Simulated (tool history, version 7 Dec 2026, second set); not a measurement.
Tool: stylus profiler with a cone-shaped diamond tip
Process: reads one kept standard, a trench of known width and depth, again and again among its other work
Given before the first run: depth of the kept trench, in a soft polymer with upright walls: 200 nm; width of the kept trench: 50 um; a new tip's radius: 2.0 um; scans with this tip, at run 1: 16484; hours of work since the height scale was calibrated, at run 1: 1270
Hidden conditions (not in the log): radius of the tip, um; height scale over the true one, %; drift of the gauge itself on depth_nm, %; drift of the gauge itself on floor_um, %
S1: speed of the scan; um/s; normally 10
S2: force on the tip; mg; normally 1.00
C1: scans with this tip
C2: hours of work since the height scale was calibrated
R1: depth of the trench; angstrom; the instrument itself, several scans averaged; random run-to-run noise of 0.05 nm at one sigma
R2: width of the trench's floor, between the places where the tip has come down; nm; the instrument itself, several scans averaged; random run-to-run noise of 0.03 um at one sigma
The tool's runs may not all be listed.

| run | hour | S1 | S2 | C1 | C2 | R1 | R2 |
|---|---|---|---|---|---|---|---|
| 1 | 0.0 | 10 | 1.00 | 16484 | 1270 | 2019.1 | 48180 |
| 2 | 132.8 | 6 | 1.00 | 17777 | 1370 | 2019.3 | 48210 |
| 3 | 261.0 | 6 | 1.00 | 19025 | 1466 | 2019.1 | 48210 |
| 4 | 393.2 | 6 | 1.00 | 20313 | 1565 | 2019.0 | 48190 |
| 5 | 512.3 | 6 | 1.00 | 21473 | 1654 | 2018.9 | 48240 |
| 6 | 572.6 | 6 | 1.00 | 22060 | 1700 | 2017.9 | 48210 |
| 7 | 644.1 | 6 | 1.00 | 22756 | 1753 | 2018.6 | 48240 |
| 8 | 778.5 | 6 | 1.00 | 24065 | 1854 | 2018.5 | 48200 |
|  | 820.3 | height scale calibrated on a step standard |
| 9 | 839.7 | 6 | 1.00 | 24657 | 15 | 2018.9 | 48190 |
| 10 | 915.2 | 30 | 1.00 | 25391 | 71 | 2019.3 | 48150 |
| 11 | 998.4 | 30 | 1.00 | 26201 | 134 | 2019.4 | 48070 |
| 12 | 1100.9 | 10 | 1.00 | 27199 | 210 | 2018.4 | 48220 |
| 13 | 1184.8 | 10 | 1.00 | 28017 | 273 | 2019.2 | 48130 |
|  | 1261.1 | new tip fitted, height scale calibrated |
| 14 | 1261.1 | 10 | 1.00 | 0 | 0 | 2019.1 | 48200 |
| 15 | 1409.5 | 6 | 0.50 | 1444 | 111 | 2011.9 | 48290 |
| 16 | 1480.1 | 4 | 0.63 | 2132 | 164 | 2012.9 | 48260 |
| 17 | 1603.7 | 4 | 0.63 | 3336 | 257 | 2014.0 | 48260 |
| 18 | 1716.8 | 2 | 2.69 | 4437 | 342 | 2036.5 | 48210 |
| 19 | 1859.6 | 9 | 0.46 | 5828 | 449 | 2011.9 | 48170 |
| 20 | 1979.6 | 7 | 1.00 | 6997 | 539 | 2019.8 | 48180 |
| 21 | 2046.6 | 7 | 1.00 | 7648 | 589 | 2018.5 | 48220 |
| 22 | 2169.2 | 7 | 1.00 | 8843 | 681 | 2019.0 | 48260 |
| 23 | 2308.1 | 16 | 1.10 | 10195 | 785 | 2018.9 | 48160 |
| 24 | 2435.7 | 4 | 0.43 | 11438 | 881 | 2010.6 | 48210 |
| 25 | 2504.5 | 4 | 0.43 | 12108 | 933 | 2010.3 | 48220 |
| 26 | 2604.2 | 10 | 0.59 | 13079 | 1008 | 2014.1 | 48230 |
| 27 | 2693.6 | 10 | 0.59 | 13949 | 1075 | 2013.4 | 48190 |
| 28 | 2785.4 | 6 | 0.59 | 14844 | 1144 | 2013.7 | 48210 |

4 ways to go on from here, each from the tool as it stands after run 28. What would each give?
| A | 2925.9 | 24 | 0.59 | 16212 | 1249 | ? | ? |
| B | 2925.9 | 6 | 0.76 | 16212 | 1249 | ? | ? |
| C | 2925.9 | 4 | 1.44 | 16212 | 1249 | ? | ? |
| D | 2925.9 | 3 | 0.91 | 16212 | 1249 | ? | ? |

| run | R1 | R2 |
|---|---|---|
| A | 2013.7 | 48090 |
| B | 2015.2 | 48250 |
| C | 2023.7 | 48270 |
| D | 2017.0 | 48280 |
With no hidden state in the tool, these same runs would have given:
| run | R1 | R2 |
|---|---|---|
| A | 2013.6 | 48110 |
| B | 2015.1 | 48270 |
| C | 2023.5 | 48280 |
| D | 2016.8 | 48290 |

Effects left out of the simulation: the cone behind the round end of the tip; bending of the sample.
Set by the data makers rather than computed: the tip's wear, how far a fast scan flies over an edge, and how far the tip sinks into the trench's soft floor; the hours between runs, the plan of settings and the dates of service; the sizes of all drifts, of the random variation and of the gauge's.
